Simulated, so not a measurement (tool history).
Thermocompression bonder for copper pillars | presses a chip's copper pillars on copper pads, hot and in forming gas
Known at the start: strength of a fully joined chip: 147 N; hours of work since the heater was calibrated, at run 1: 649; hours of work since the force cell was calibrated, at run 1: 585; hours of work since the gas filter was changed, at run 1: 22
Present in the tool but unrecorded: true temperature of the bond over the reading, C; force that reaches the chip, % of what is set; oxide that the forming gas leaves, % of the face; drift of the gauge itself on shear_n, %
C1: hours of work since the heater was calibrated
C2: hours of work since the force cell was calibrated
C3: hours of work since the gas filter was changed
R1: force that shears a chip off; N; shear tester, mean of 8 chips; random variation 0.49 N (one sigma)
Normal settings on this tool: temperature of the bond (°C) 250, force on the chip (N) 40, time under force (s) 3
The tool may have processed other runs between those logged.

run 1 hour=0 | temperature_of_the_bond_(°C)=250 force_on_the_chip_(N)=40 time_under_force_(s)=3 | C1=649 C2=585 C3=22 | R1=87.7
-- hour=39.7 heater calibrated with a thermocouple chip
run 2 hour=59.6 | temperature_of_the_bond_(°C)=250 force_on_the_chip_(N)=40 time_under_force_(s)=3 | C1=11 C2=616 C3=54 | R1=91.7
run 3 hour=124.7 | temperature_of_the_bond_(°C)=250 force_on_the_chip_(N)=25 time_under_force_(s)=3 | C1=47 C2=652 C3=90 | R1=57.5
run 4 hour=161.3 | temperature_of_the_bond_(°C)=250 force_on_the_chip_(N)=25 time_under_force_(s)=3 | C1=67 C2=672 C3=110 | R1=57.1
run 5 hour=212.8 | temperature_of_the_bond_(°C)=250 force_on_the_chip_(N)=25 time_under_force_(s)=3 | C1=95 C2=701 C3=138 | R1=56.5
run 6 hour=251.1 | temperature_of_the_bond_(°C)=250 force_on_the_chip_(N)=25 time_under_force_(s)=3 | C1=117 C2=722 C3=159 | R1=55.9
run 7 hour=291 | temperature_of_the_bond_(°C)=250 force_on_the_chip_(N)=40 time_under_force_(s)=3 | C1=139 C2=744 C3=181 | R1=88.9
run 8 hour=357.1 | temperature_of_the_bond_(°C)=245 force_on_the_chip_(N)=28 time_under_force_(s)=3 | C1=175 C2=780 C3=218 | R1=57.5
-- hour=391.8 forming gas filter changed
run 9 hour=405.2 | temperature_of_the_bond_(°C)=250 force_on_the_chip_(N)=53 time_under_force_(s)=7 | C1=201 C2=807 C3=7 | R1=131.8
run 10 hour=456.4 | temperature_of_the_bond_(°C)=250 force_on_the_chip_(N)=40 time_under_force_(s)=2 | C1=230 C2=835 C3=36 | R1=80.8
run 11 hour=490 | temperature_of_the_bond_(°C)=250 force_on_the_chip_(N)=24 time_under_force_(s)=7 | C1=248 C2=853 C3=54 | R1=74
run 12 hour=546.9 | temperature_of_the_bond_(°C)=250 force_on_the_chip_(N)=24 time_under_force_(s)=7 | C1=279 C2=885 C3=86 | R1=73.2
run 13 hour=603.4 | temperature_of_the_bond_(°C)=240 force_on_the_chip_(N)=27 time_under_force_(s)=7 | C1=311 C2=916 C3=117 | R1=70.3
run 14 hour=665.8 | temperature_of_the_bond_(°C)=248 force_on_the_chip_(N)=40 time_under_force_(s)=3 | C1=345 C2=950 C3=151 | R1=86.4

Below, each run's measurement less what the same run would have read without the hidden state. Both values contain the same run-to-run variation, but the gauge's scatter may not be the same in both:
run=1 R1=-3.9
run=2 R1=+1
run=3 R1=+0.3
run=4 R1=+0
run=5 R1=-0.7
run=6 R1=-1.2
run=7 R1=-3.3
run=8 R1=-2.7
run=9 R1=+0.6
run=10 R1=+0.4
run=11 R1=-0.1
run=12 R1=-0.9
run=13 R1=-1.7
run=14 R1=-3.3

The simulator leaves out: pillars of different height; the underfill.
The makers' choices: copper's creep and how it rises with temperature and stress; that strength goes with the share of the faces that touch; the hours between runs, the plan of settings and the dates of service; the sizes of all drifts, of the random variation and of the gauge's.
